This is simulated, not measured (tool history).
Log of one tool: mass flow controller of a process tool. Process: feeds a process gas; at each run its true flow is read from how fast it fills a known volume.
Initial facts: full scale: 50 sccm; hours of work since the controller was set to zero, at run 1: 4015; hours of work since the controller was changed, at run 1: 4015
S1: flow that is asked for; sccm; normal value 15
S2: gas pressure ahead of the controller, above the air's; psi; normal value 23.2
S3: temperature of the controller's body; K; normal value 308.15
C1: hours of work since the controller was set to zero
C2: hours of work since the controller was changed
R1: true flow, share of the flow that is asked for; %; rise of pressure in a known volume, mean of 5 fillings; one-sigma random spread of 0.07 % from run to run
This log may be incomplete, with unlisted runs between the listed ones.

run      day  S1    S2      S3    C1    C2     R1
  1        0  15  23.2  308.15  4015  4015  95.34
  2    7.833  11  23.2  308.15  4116  4116  93.92
  3   12.388  11  23.2  308.15  4175  4175  93.94
  4   22.021  11  23.2  308.15  4299  4299  93.95
  5   28.567  11  23.2  308.15  4383  4383  93.64
  6   38.508  11  23.2  308.15  4511  4511  93.59
  7   47.467  11  23.2  308.15  4627  4627  93.38
  8   54.971  15  23.2  308.15  4724  4724  94.89
  9   64.117  15  23.2  298.15  4841  4841  93.77
 10   69.858  15  23.2  298.15  4915  4915  93.71
 11   73.908  15  23.2  298.15  4968  4968  93.67
 12   78.104  15  23.2  298.15  5022  5022  93.64
 13   85.871  15  23.2  298.15  5122  5122  93.54
 14   94.621  15  23.2  298.15  5235  5235  93.29
 15  100.675  15  23.2  298.15  5313  5313  93.42
 16  105.854  16    30  294.15  5379  5379  92.98
 17  114.242  16    30  294.15  5488  5488  92.96
 18  121.517  27    39  296.15  5581  5581  95.04
 19  127.808   7    39  311.15  5662  5662  88.69
 20  136.858   7    39  311.15  5779  5779  88.61
 21  144.925   7    39  311.15  5883  5883  88.48
 22  153.658  16  32.8  311.15  5996  5996  94.14
 23  158.296  16  32.8  311.15  6055  6055  94.17
 24  165.388   6  23.9  298.15  6147  6147  85.72
     168.654  -- controller's zero set anew
 25  173.425   9  36.3  308.15    61  6250  96.94
 26  179.725   9  36.3  308.15   143  6331  96.88
 27  188.242   9  36.3  308.15   252  6441  96.74
 28  194.867  36  29.6  295.15   338  6527  97.67
 29  201.529  29  23.9  293.15   424  6612  97.28
 30  210.433  29  23.9  293.15   539  6727  97.11

Each row is a separate what-if for the run after 30, all from the same tool condition, not one after another. Results?
  A  219.525  29  27.3  293.15  656  6844   ?
  B  219.525  29  22.9  293.15  656  6844   ?
  C  219.525  20  20.7  303.15  656  6844   ?
  D  219.525  33  23.9  293.15  656  6844   ?
  E  219.525  15    40  310.15  656  6844   ?

run     R1
  A  97.06
  B  97.28
  C  97.41
  D  97.52
  E  97.04
Without the tool's hidden state the same runs would have given:
run     R1
  A  98.19
  B  98.41
  C  98.65
  D  98.63
  E  98.38
